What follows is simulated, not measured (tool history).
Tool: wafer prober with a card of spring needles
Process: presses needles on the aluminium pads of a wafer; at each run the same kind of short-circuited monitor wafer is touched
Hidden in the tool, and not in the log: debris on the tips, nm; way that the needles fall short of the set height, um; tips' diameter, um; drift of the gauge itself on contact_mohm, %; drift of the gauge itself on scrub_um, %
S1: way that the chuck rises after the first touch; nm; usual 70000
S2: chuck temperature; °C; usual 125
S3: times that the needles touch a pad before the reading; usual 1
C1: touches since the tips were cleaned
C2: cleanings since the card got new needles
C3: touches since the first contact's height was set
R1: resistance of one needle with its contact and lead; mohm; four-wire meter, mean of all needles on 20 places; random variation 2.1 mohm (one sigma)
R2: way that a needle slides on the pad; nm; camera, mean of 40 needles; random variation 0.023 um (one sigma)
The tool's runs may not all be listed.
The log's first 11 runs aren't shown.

run     day     S1   S2  S3    C1  C2      C3   R1     R2
     18.479  -- tips cleaned on abrasive film
     19.408  -- tips cleaned on abrasive film
 12  19.975  70000  125   1  3647  26  169857  252   9040
     20.371  -- tips cleaned on abrasive film
 13  21.088  60000  125   1  4607  27  176970  266   7670
     21.388  -- tips cleaned on abrasive film
     22.288  -- tips cleaned on abrasive film
     22.521  -- height of the first contact set anew
 14  23.088  60000  125   1  5055  29    3628  267   7960
     23.200  -- tips cleaned on abrasive film
     24.204  -- tips cleaned on abrasive film
 15  24.825  60000  125   1  4000  31   14762  266   7890
     25.108  -- tips cleaned on abrasive film
 16  25.971  82000   91   1  5567  32   22126  241  10790
     26.188  -- tips cleaned on abrasive film
 17  27.008  67000   34   2  5305  33   28782  232   8820
     27.138  -- tips cleaned on abrasive film
     28.108  -- tips cleaned on abrasive film
 18  28.196  67000   34   2   580  35   36366  211   8790
     29.067  -- tips cleaned on abrasive film
     30.104  -- tips cleaned on abrasive film
 19  30.308  50000  123   1  1338  37   49919  261   6510
     30.996  -- tips cleaned on abrasive film
     31.979  -- tips cleaned on abrasive film
 20  32.233  50000  123   1  1640  39   62251  258   6590
     32.883  -- tips cleaned on abrasive film
 21  33.567  70000   33   1  4396  40   70798  241   9170
     33.854  -- tips cleaned on abrasive film
     34.817  -- tips cleaned on abrasive film
 22  34.979  70000   30   1  1029  42   79832  216   9080
     35.762  -- tips cleaned on abrasive film
     36.788  -- tips cleaned on abrasive film
 23  37.129  70000   30   1  2194  44   93635  229   9140
     37.742  -- tips cleaned on abrasive film
     38.792  -- tips cleaned on abrasive film
 24  39.104  70000   35   1  2027  46  106294  229   9080
     39.717  -- tips cleaned on abrasive film
 25  40.262  71000   28   1  3530  47  113727  234   9220
     40.621  -- tips cleaned on abrasive film
 26  41.371  71000   28   1  4830  48  120821  242   9240
     41.562  -- tips cleaned on abrasive film
     42.662  -- tips cleaned on abrasive film
     43.583  -- tips cleaned on abrasive film
 27  43.650  75000   56   1   430  51  135430  221   9720
     44.521  -- tips cleaned on abrasive film
     45.500  -- tips cleaned on abrasive film
 28  45.962  67000  111   1  2988  53  150256  249   8670
     46.408  -- tips cleaned on abrasive film
     47.342  -- tips cleaned on abrasive film
     48.279  -- tips cleaned on abrasive film
 29  48.279  67000  125   1     0  56  165082  226   8590
     49.342  -- tips cleaned on abrasive film
     50.283  -- tips cleaned on abrasive film
 30  50.283  83000   62   1     0  58  177932  214  10680

Forecast each of these 4 alternatives for the next run:
     51.212  -- tips cleaned on abrasive film
     51.575  -- height of the first contact set anew
     52.279  -- tips cleaned on abrasive film
  A  52.567  70000  108   1  1853  60  6355   ?   ?
     51.212  -- tips cleaned on abrasive film
     51.575  -- height of the first contact set anew
     52.279  -- tips cleaned on abrasive film
  B  52.567  88000   62   2  1853  60  6355   ?   ?
     51.212  -- tips cleaned on abrasive film
     51.575  -- height of the first contact set anew
     52.279  -- tips cleaned on abrasive film
  C  52.567  70000  123   1  1853  60  6355   ?   ?
     51.212  -- tips cleaned on abrasive film
     51.575  -- height of the first contact set anew
     52.279  -- tips cleaned on abrasive film
  D  52.567  81000  125   1  1853  60  6355   ?   ?

run   R1     R2
  A  240   9270
  B  218  11620
  C  241   9280
  D  241  10700
Without the tool's hidden state the same runs would have given:
run   R1     R2
  A  222   9280
  B  210  11630
  C  222   9290
  D  226  10710
